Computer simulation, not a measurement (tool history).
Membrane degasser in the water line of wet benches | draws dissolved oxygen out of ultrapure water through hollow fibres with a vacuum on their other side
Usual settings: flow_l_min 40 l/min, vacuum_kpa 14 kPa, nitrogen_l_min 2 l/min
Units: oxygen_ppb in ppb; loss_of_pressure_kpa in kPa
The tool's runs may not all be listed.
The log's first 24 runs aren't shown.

run,hour,flow_l_min,vacuum_kpa,nitrogen_l_min,hours since the membrane was changed,hours since the vacuum gauge was calibrated,hours since the vacuum lines were made tight,oxygen_ppb,loss_of_pressure_kpa
25,1089.5,55,33.5,2,3318,2527,3026,1513.7,46.57
26,1133.1,55,33.5,2,3362,2571,3070,1512.6,46.99
27,1163.4,55,33.5,2,3392,2601,3100,1508.9,46.95
28,1222.2,30,11.7,3.19,3451,2660,3159,191.8,25.8
29,1248.5,30,25.8,5.32,3477,2687,3186,303.4,25.66
30,1293.7,46,14,2,3523,2732,3231,530.4,39.33
31,1321.4,46,14,2,3550,2759,3258,525.5,39.26
32,1376.4,46,14.6,3.54,3605,2814,3313,342.3,39.1

4 ways to go on from here, each from the tool as it stands after run 32. What would each give?
A,1406.8,46,23.8,3.54,3636,2845,3344,?,?
B,1406.8,35,29.4,3.54,3636,2845,3344,?,?
C,1406.8,58,20,0.94,3636,2845,3344,?,?
D,1406.8,34,25.2,2.45,3636,2845,3344,?,?

run,oxygen_ppb,loss_of_pressure_kpa
A,594,38.98
B,576.8,29.84
C,1613.7,49.69
D,662.9,29.21
Without the tool's hidden state the same runs would have given:
run,oxygen_ppb,loss_of_pressure_kpa
A,587.3,37.4
B,571.2,28.64
C,1600.4,47.7
D,656.2,28.04

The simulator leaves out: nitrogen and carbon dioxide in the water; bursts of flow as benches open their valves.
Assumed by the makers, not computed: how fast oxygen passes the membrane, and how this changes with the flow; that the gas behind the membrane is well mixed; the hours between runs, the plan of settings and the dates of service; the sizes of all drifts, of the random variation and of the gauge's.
